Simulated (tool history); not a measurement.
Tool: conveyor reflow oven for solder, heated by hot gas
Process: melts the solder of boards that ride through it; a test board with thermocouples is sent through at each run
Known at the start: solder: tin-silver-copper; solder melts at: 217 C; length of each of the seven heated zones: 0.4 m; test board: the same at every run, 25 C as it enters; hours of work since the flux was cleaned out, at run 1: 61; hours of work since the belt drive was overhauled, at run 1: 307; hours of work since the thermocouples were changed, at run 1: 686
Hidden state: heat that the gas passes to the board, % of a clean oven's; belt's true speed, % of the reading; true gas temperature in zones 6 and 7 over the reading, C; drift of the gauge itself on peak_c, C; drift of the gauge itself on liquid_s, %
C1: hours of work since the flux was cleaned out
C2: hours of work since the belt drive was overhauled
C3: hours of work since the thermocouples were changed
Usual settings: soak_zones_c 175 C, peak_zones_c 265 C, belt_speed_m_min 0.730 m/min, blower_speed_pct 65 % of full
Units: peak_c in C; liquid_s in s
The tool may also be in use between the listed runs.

Run 1, hour 0.0: usual settings; C1 61; C2 307; C3 686. Result: peak_c 247.5 C, liquid_s 46.4 s.
Run 2, hour 30.7: usual settings; C1 74; C2 321; C3 700. Result: peak_c 247.4 C, liquid_s 46.5 s.
Run 3, hour 53.6: usual settings but peak_zones_c 268 C; C1 84; C2 331; C3 710. Result: peak_c 249.9 C, liquid_s 48.0 s.
Run 4, hour 79.4: usual settings but peak_zones_c 268 C; C1 96; C2 342; C3 721. Result: peak_c 250.1 C, liquid_s 47.9 s.
Run 5, hour 101.0: usual settings but peak_zones_c 268 C; C1 105; C2 352; C3 731. Result: peak_c 250.1 C, liquid_s 47.9 s.
Run 6, hour 116.7: usual settings but peak_zones_c 268 C; C1 112; C2 358; C3 738. Result: peak_c 250.0 C, liquid_s 47.9 s.
Run 7, hour 142.1: usual settings; C1 123; C2 370; C3 749. Result: peak_c 247.2 C, liquid_s 46.0 s.
Run 8, hour 171.9: usual settings; C1 136; C2 383; C3 762. Result: peak_c 247.1 C, liquid_s 46.0 s.
Run 9, hour 206.0: usual settings but soak_zones_c 167 C, peak_zones_c 274 C, belt_speed_m_min 0.847 m/min; C1 151; C2 398; C3 777. Result: peak_c 247.7 C, liquid_s 36.6 s.
Run 10, hour 238.0: usual settings but soak_zones_c 172 C, blower_speed_pct 64 % of full; C1 165; C2 412; C3 791. Result: peak_c 246.3 C, liquid_s 44.2 s.
Run 11, hour 275.1: usual settings but peak_zones_c 257 C, belt_speed_m_min 0.659 m/min; C1 181; C2 428; C3 807. Result: peak_c 243.0 C, liquid_s 48.6 s.
Run 12, hour 292.7: usual settings but peak_zones_c 257 C, belt_speed_m_min 0.659 m/min; C1 189; C2 436; C3 815. Result: peak_c 242.9 C, liquid_s 48.4 s.
Run 13, hour 314.8: usual settings but peak_zones_c 254 C, belt_speed_m_min 0.731 m/min; C1 199; C2 445; C3 824. Result: peak_c 237.7 C, liquid_s 38.1 s.
Run 14, hour 350.7: usual settings but peak_zones_c 276 C, belt_speed_m_min 0.802 m/min, blower_speed_pct 83 % of full; C1 214; C2 461; C3 840. Result: peak_c 256.4 C, liquid_s 47.1 s.

The same runs without the tool's hidden state, with the same run-to-run variation:
run  peak_c  liquid_s
  1   248.6      47.0
  2   248.6      47.2
  3   251.2      48.6
  4   251.4      48.6
  5   251.5      48.6
  6   251.4      48.6
  7   248.7      46.9
  8   248.7      47.0
  9   249.6      37.7
 10   248.0      45.4
 11   244.8      50.0
 12   244.8      49.9
 13   239.6      40.0
 14   258.7      48.1

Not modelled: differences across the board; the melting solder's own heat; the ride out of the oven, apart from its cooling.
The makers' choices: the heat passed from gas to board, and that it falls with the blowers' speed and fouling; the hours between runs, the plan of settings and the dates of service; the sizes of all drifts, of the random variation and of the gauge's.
